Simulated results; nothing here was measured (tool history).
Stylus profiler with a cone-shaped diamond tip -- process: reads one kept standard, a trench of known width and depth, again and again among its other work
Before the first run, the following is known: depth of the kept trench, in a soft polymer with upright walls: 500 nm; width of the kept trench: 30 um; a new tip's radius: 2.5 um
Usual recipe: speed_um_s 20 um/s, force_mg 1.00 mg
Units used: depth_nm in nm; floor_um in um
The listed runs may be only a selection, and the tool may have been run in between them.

run   hour  speed_um_s  force_mg  depth_nm  floor_um
  1    0.0          20      1.00    501.32     26.16
  2   17.1          20      1.00    501.66     26.09
  3   35.4          20      1.00    501.66     26.10
  4   49.4          24      1.00    501.49     26.07
  5   63.5          24      1.00    501.42     26.07
  6   87.8          24      1.00    501.42     26.02
  7  115.1          24      1.00    501.24     26.05
  8  129.7          24      1.00    501.33     26.04
  9  153.9          20      0.33    499.09     25.88
 10  176.9          20      1.00    501.22     26.04
 11  197.8          20      1.00    501.43     26.06
 12  219.6          20      1.00    501.37     26.03
     222.4  -- height scale calibrated on a step standard
 13  232.9          20      1.00    500.80     26.02
 14  252.0          14      0.47    498.93     26.02
 15  263.8          14      0.47    498.97     26.05
     280.5  -- height scale calibrated on a step standard, once more
 16  281.1          25      1.03    504.57     25.95
 17  303.8          22      2.90    508.96     26.05
 18  324.3           9      1.00    504.35     26.13
 19  346.6          20      0.94    504.25     25.97
 20  358.5           6      2.75    508.60     26.12
 21  371.4          48      0.66    503.33     25.58
 22  387.6          35      0.39    502.00     25.63
 23  401.6          35      0.39    502.41     25.61
 24  420.7           8      1.07    504.46     26.13
 25  441.3           6      0.49    502.48     26.11

Consider 3 possible next runs. They are alternatives, not a sequence: every one starts from the tool as it was left by run 25. What does each give?
  A  461.9          22      1.13         ?         ?
  B  461.9          20      0.67         ?         ?
  C  461.9          20      1.97         ?         ?

run  depth_nm  floor_um
  A    504.42     25.95
  B    503.28     25.96
  C    506.89     26.05
What these runs would have given with no unlogged condition in the tool:
run  depth_nm  floor_um
  A    504.70     26.78
  B    503.56     26.78
  C    507.16     26.87
